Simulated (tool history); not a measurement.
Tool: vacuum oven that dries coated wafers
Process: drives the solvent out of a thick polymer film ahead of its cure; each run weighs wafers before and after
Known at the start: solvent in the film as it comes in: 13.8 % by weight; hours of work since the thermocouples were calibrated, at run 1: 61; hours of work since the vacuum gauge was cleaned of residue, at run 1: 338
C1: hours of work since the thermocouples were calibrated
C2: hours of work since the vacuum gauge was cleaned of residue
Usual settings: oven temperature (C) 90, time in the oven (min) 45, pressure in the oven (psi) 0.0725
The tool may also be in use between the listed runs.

run 1 hour=0.0 | oven_temperature_(C)=90 time_in_the_oven_(min)=45 pressure_in_the_oven_(psi)=0.0725 | C1=61 C2=338 | solvent_left_in_the_film_(%)=0.86
run 2 hour=17.8 | oven_temperature_(C)=90 time_in_the_oven_(min)=45 pressure_in_the_oven_(psi)=0.0725 | C1=70 C2=347 | solvent_left_in_the_film_(%)=0.84
run 3 hour=35.8 | oven_temperature_(C)=90 time_in_the_oven_(min)=45 pressure_in_the_oven_(psi)=0.0725 | C1=78 C2=355 | solvent_left_in_the_film_(%)=0.86
run 4 hour=57.5 | oven_temperature_(C)=90 time_in_the_oven_(min)=45 pressure_in_the_oven_(psi)=0.0889 | C1=89 C2=366 | solvent_left_in_the_film_(%)=0.95
run 5 hour=77.1 | oven_temperature_(C)=90 time_in_the_oven_(min)=45 pressure_in_the_oven_(psi)=0.0889 | C1=98 C2=375 | solvent_left_in_the_film_(%)=0.97
run 6 hour=103.0 | oven_temperature_(C)=90 time_in_the_oven_(min)=28 pressure_in_the_oven_(psi)=0.0725 | C1=111 C2=388 | solvent_left_in_the_film_(%)=1.74
run 7 hour=117.0 | oven_temperature_(C)=90 time_in_the_oven_(min)=45 pressure_in_the_oven_(psi)=0.0725 | C1=117 C2=394 | solvent_left_in_the_film_(%)=0.82
run 8 hour=147.7 | oven_temperature_(C)=90 time_in_the_oven_(min)=45 pressure_in_the_oven_(psi)=0.1176 | C1=132 C2=409 | solvent_left_in_the_film_(%)=1.08
run 9 hour=162.2 | oven_temperature_(C)=90 time_in_the_oven_(min)=45 pressure_in_the_oven_(psi)=0.1176 | C1=139 C2=416 | solvent_left_in_the_film_(%)=1.10
run 10 hour=183.5 | oven_temperature_(C)=90 time_in_the_oven_(min)=45 pressure_in_the_oven_(psi)=0.0725 | C1=149 C2=426 | solvent_left_in_the_film_(%)=0.85
run 11 hour=198.2 | oven_temperature_(C)=90 time_in_the_oven_(min)=45 pressure_in_the_oven_(psi)=0.0725 | C1=157 C2=433 | solvent_left_in_the_film_(%)=0.81
run 12 hour=216.9 | oven_temperature_(C)=90 time_in_the_oven_(min)=45 pressure_in_the_oven_(psi)=0.0725 | C1=166 C2=442 | solvent_left_in_the_film_(%)=0.84
run 13 hour=237.2 | oven_temperature_(C)=90 time_in_the_oven_(min)=45 pressure_in_the_oven_(psi)=0.0725 | C1=175 C2=452 | solvent_left_in_the_film_(%)=0.84
run 14 hour=260.2 | oven_temperature_(C)=90 time_in_the_oven_(min)=45 pressure_in_the_oven_(psi)=0.0725 | C1=186 C2=463 | solvent_left_in_the_film_(%)=0.85
run 15 hour=281.9 | oven_temperature_(C)=90 time_in_the_oven_(min)=45 pressure_in_the_oven_(psi)=0.0725 | C1=197 C2=474 | solvent_left_in_the_film_(%)=0.84
run 16 hour=312.4 | oven_temperature_(C)=90 time_in_the_oven_(min)=45 pressure_in_the_oven_(psi)=0.0725 | C1=211 C2=488 | solvent_left_in_the_film_(%)=0.84
run 17 hour=335.2 | oven_temperature_(C)=90 time_in_the_oven_(min)=45 pressure_in_the_oven_(psi)=0.2740 | C1=222 C2=499 | solvent_left_in_the_film_(%)=1.95
run 18 hour=366.2 | oven_temperature_(C)=88 time_in_the_oven_(min)=38 pressure_in_the_oven_(psi)=0.0965 | C1=237 C2=514 | solvent_left_in_the_film_(%)=1.50
run 19 hour=383.0 | oven_temperature_(C)=100 time_in_the_oven_(min)=23 pressure_in_the_oven_(psi)=0.1207 | C1=245 C2=522 | solvent_left_in_the_film_(%)=0.91
run 20 hour=399.5 | oven_temperature_(C)=75 time_in_the_oven_(min)=76 pressure_in_the_oven_(psi)=0.0743 | C1=253 C2=530 | solvent_left_in_the_film_(%)=2.26
run 21 hour=420.4 | oven_temperature_(C)=93 time_in_the_oven_(min)=78 pressure_in_the_oven_(psi)=0.0392 | C1=263 C2=540 | solvent_left_in_the_film_(%)=0.31
run 22 hour=435.5 | oven_temperature_(C)=78 time_in_the_oven_(min)=61 pressure_in_the_oven_(psi)=0.0576 | C1=271 C2=547 | solvent_left_in_the_film_(%)=2.02
run 23 hour=460.0 | oven_temperature_(C)=78 time_in_the_oven_(min)=53 pressure_in_the_oven_(psi)=0.0748 | C1=282 C2=559 | solvent_left_in_the_film_(%)=2.53
run 24 hour=477.0 | oven_temperature_(C)=83 time_in_the_oven_(min)=45 pressure_in_the_oven_(psi)=0.0690 | C1=291 C2=567 | solvent_left_in_the_film_(%)=1.87
run 25 hour=494.5 | oven_temperature_(C)=86 time_in_the_oven_(min)=45 pressure_in_the_oven_(psi)=0.0690 | C1=299 C2=576 | solvent_left_in_the_film_(%)=1.33
run 26 hour=521.9 | oven_temperature_(C)=78 time_in_the_oven_(min)=45 pressure_in_the_oven_(psi)=0.0548 | C1=312 C2=589 | solvent_left_in_the_film_(%)=3.03
run 27 hour=553.2 | oven_temperature_(C)=78 time_in_the_oven_(min)=45 pressure_in_the_oven_(psi)=0.0548 | C1=327 C2=604 | solvent_left_in_the_film_(%)=2.98
run 28 hour=582.3 | oven_temperature_(C)=78 time_in_the_oven_(min)=45 pressure_in_the_oven_(psi)=0.1659 | C1=341 C2=618 | solvent_left_in_the_film_(%)=3.77
run 29 hour=606.4 | oven_temperature_(C)=78 time_in_the_oven_(min)=45 pressure_in_the_oven_(psi)=0.1659 | C1=353 C2=630 | solvent_left_in_the_film_(%)=3.80
run 30 hour=622.8 | oven_temperature_(C)=86 time_in_the_oven_(min)=72 pressure_in_the_oven_(psi)=0.0725 | C1=361 C2=638 | solvent_left_in_the_film_(%)=0.73

5 ways to go on from here, each from the tool as it stands after run 30. What would each give?
run A hour=647.1 | oven_temperature_(C)=93 time_in_the_oven_(min)=72 pressure_in_the_oven_(psi)=0.1504 | C1=373 C2=649 | solvent_left_in_the_film_(%)=?
run B hour=647.1 | oven_temperature_(C)=96 time_in_the_oven_(min)=45 pressure_in_the_oven_(psi)=0.2197 | C1=373 C2=649 | solvent_left_in_the_film_(%)=?
run C hour=647.1 | oven_temperature_(C)=90 time_in_the_oven_(min)=43 pressure_in_the_oven_(psi)=0.1078 | C1=373 C2=649 | solvent_left_in_the_film_(%)=?
run D hour=647.1 | oven_temperature_(C)=86 time_in_the_oven_(min)=65 pressure_in_the_oven_(psi)=0.0725 | C1=373 C2=649 | solvent_left_in_the_film_(%)=?
run E hour=647.1 | oven_temperature_(C)=86 time_in_the_oven_(min)=66 pressure_in_the_oven_(psi)=0.0544 | C1=373 C2=649 | solvent_left_in_the_film_(%)=?

run=A solvent_left_in_the_film_(%)=0.89
run=B solvent_left_in_the_film_(%)=1.19
run=C solvent_left_in_the_film_(%)=1.09
run=D solvent_left_in_the_film_(%)=0.87
run=E solvent_left_in_the_film_(%)=0.73
Without the tool's hidden state the same runs would have given:
run=A solvent_left_in_the_film_(%)=0.80
run=B solvent_left_in_the_film_(%)=1.14
run=C solvent_left_in_the_film_(%)=1.07
run=D solvent_left_in_the_film_(%)=0.80
run=E solvent_left_in_the_film_(%)=0.65
